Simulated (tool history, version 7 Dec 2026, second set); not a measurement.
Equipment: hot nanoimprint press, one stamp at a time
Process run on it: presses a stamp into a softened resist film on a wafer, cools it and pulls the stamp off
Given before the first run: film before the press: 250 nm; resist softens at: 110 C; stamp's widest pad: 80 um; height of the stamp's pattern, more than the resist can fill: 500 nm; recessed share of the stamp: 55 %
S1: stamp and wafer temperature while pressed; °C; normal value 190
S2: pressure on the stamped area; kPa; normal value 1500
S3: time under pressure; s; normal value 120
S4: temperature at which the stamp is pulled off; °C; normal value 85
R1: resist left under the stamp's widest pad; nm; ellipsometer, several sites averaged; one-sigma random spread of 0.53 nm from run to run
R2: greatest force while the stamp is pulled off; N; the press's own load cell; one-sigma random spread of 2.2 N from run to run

run 1 hour=0 | S1=190 S2=1500 S3=120 S4=85 | R1=135.1 R2=150
run 2 hour=72.4 | S1=190 S2=1500 S3=120 S4=85 | R1=135.5 R2=165
run 3 hour=146.9 | S1=190 S2=1500 S3=120 S4=85 | R1=134.1 R2=177
-- hour=157.5 stamp cleaned and given a new release coat
run 4 hour=200 | S1=190 S2=1500 S3=120 S4=85 | R1=134 R2=155
run 5 hour=283.3 | S1=190 S2=1500 S3=120 S4=85 | R1=134.3 R2=167
-- hour=315.7 stamp cleaned and given a new release coat
-- hour=323.7 press's hydraulic seals changed and the load cell set to zero
run 6 hour=377 | S1=190 S2=1500 S3=120 S4=85 | R1=131.5 R2=159
-- hour=406.1 plate thermocouple calibrated
run 7 hour=434.2 | S1=190 S2=1500 S3=120 S4=85 | R1=139 R2=166
-- hour=484.2 stamp cleaned and given a new release coat
run 8 hour=523.3 | S1=190 S2=1500 S3=120 S4=81 | R1=137.7 R2=160
run 9 hour=560.7 | S1=190 S2=1500 S3=120 S4=81 | R1=137.8 R2=167
run 10 hour=619.7 | S1=190 S2=1500 S3=120 S4=81 | R1=136.9 R2=180
-- hour=643.2 stamp cleaned and given a new release coat
run 11 hour=682.3 | S1=190 S2=1500 S3=120 S4=81 | R1=136.3 R2=163
run 12 hour=741.9 | S1=188 S2=1500 S3=120 S4=85 | R1=145.6 R2=164
-- hour=800.9 stamp cleaned and given a new release coat
run 13 hour=806.4 | S1=190 S2=1500 S3=120 S4=85 | R1=136.6 R2=153
run 14 hour=873.6 | S1=190 S2=1500 S3=120 S4=85 | R1=135.8 R2=163
run 15 hour=908.1 | S1=189 S2=1110 S3=120 S4=85 | R1=153.1 R2=165
-- hour=962.8 stamp cleaned and given a new release coat
run 16 hour=976.2 | S1=190 S2=2150 S3=120 S4=87 | R1=118.6 R2=151
run 17 hour=1044.2 | S1=197 S2=1420 S3=172 S4=76 | R1=94.5 R2=178
-- hour=1122.8 stamp cleaned and given a new release coat
run 18 hour=1124.4 | S1=187 S2=1500 S3=120 S4=75 | R1=147.3 R2=167
run 19 hour=1178.8 | S1=187 S2=1500 S3=120 S4=75 | R1=147 R2=171
run 20 hour=1213.7 | S1=179 S2=1430 S3=176 S4=87 | R1=168.6 R2=159
-- hour=1236.3 press's hydraulic seals changed and the load cell set to zero
run 21 hour=1260.2 | S1=186 S2=1430 S3=234 S4=87 | R1=120.5 R2=170
-- hour=1288.7 stamp cleaned and given a new release coat
run 22 hour=1309.4 | S1=186 S2=1430 S3=234 S4=87 | R1=119.9 R2=147
run 23 hour=1356.1 | S1=186 S2=1430 S3=234 S4=87 | R1=118.8 R2=155
-- hour=1365.6 plate thermocouple calibrated
run 24 hour=1430.8 | S1=186 S2=1430 S3=234 S4=87 | R1=127.8 R2=171
-- hour=1450.1 stamp cleaned and given a new release coat
run 25 hour=1476.9 | S1=186 S2=1430 S3=234 S4=87 | R1=127.2 R2=153
run 26 hour=1512.6 | S1=186 S2=1430 S3=234 S4=87 | R1=128.2 R2=157
run 27 hour=1575.2 | S1=190 S2=2230 S3=120 S4=76 | R1=118.8 R2=189
-- hour=1608.8 stamp cleaned and given a new release coat
run 28 hour=1637.1 | S1=193 S2=2380 S3=67 S4=84 | R1=131.2 R2=159

Branching from run 28: 3 alternative next runs. What would each branch give?
run A hour=1671.5 | S1=194 S2=2380 S3=67 S4=84 | R1=? R2=?
run B hour=1671.5 | S1=180 S2=1500 S3=223 S4=85 | R1=? R2=?
run C hour=1671.5 | S1=198 S2=2380 S3=67 S4=84 | R1=? R2=?

run=A R1=126.1 R2=160
run=B R1=154.7 R2=160
run=C R1=111.2 R2=159
Had the tool no hidden state, the same runs would have come out as:
run=A R1=126.2 R2=150
run=B R1=155.5 R2=150
run=C R1=111.2 R2=149

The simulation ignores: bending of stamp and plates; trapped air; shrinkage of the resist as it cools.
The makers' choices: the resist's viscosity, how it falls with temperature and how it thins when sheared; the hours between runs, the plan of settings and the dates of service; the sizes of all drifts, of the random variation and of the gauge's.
